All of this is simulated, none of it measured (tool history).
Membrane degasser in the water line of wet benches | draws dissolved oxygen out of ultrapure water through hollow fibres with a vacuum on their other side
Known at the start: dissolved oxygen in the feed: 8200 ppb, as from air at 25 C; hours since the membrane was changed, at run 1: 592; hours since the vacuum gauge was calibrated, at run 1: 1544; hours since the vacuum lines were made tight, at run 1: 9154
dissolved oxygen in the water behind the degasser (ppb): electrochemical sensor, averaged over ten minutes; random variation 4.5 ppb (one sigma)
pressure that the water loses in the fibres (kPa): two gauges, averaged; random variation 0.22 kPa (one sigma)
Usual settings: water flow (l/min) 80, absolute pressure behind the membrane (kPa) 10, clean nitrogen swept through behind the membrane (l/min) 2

run	hour	water flow (l/min)	absolute pressure behind the membrane (kPa)	clean nitrogen swept through behind the membrane (l/min)	hours since the membrane was changed	hours since the vacuum gauge was calibrated	hours since the vacuum lines were made tight	dissolved oxygen in the water behind the degasser (ppb)	pressure that the water loses in the fibres (kPa)
1	0	80	10	2	592	1544	9154	571.1	55.03
2	317.9	80	10	2	910	1862	9472	573.7	54.91
3	474.3	119	10	2	1067	2018	9628	890.9	82.25
4	732.4	117	10	2	1325	2276	9886	884.8	80.44
5	1075.5	117	10	3.99	1668	2619	10229	600.8	80.45
6	1308.4	117	10	3.99	1901	2852	10462	605.2	80.75
7	1517.6	80	10	2	2110	3061	10672	578.5	55.57
# hour 1535.2: vacuum gauge calibrated
8	1731.6	118	10	2	2324	196	10885	894	81.48
9	1896.5	80	12.7	2	2488	361	11050	774.2	54.94
# hour 2041: vacuum gauge calibrated, once more
10	2182.3	80	12.7	2	2774	141	11335	762.7	55.42
11	2359.4	53	10	2	2951	318	11512	384.1	36.86
12	2593.2	80	10	4.62	3185	552	11746	314.5	55.37
13	2868.8	80	10	4.62	3460	828	12022	319.2	55.26
14	3123.4	80	10	4.62	3715	1082	12276	326	55.34
15	3434.1	80	10	0.87	4026	1393	12587	971.7	55.78
16	3703	80	10	0.87	4294	1662	12856	974.5	55.65
17	3889.7	80	10	0.87	4481	1849	13043	970.8	55.82
18	4123.6	67	12.8	3.11	4715	2083	13277	464.2	46.65
19	4335.9	80	7	2	4927	2295	13489	357.7	55.87
20	4522.5	65	18.1	2	5114	2481	13675	938.6	45.23
21	4787.9	97	17.7	1.51	5379	2747	13941	1519.9	67.6

Run 22 comes next. What will it give?
22	4971.6	97	17.7	1.51	5563	2931	14125	?	?

{"run 22": {"dissolved oxygen in the water behind the degasser (ppb)": 1548.9, "pressure that the water loses in the fibres (kPa)": 67.76}}
Without the tool's hidden state the same run would have given dissolved oxygen in the water behind the degasser (ppb) 1540.5, pressure that the water loses in the fibres (kPa) 66.63.

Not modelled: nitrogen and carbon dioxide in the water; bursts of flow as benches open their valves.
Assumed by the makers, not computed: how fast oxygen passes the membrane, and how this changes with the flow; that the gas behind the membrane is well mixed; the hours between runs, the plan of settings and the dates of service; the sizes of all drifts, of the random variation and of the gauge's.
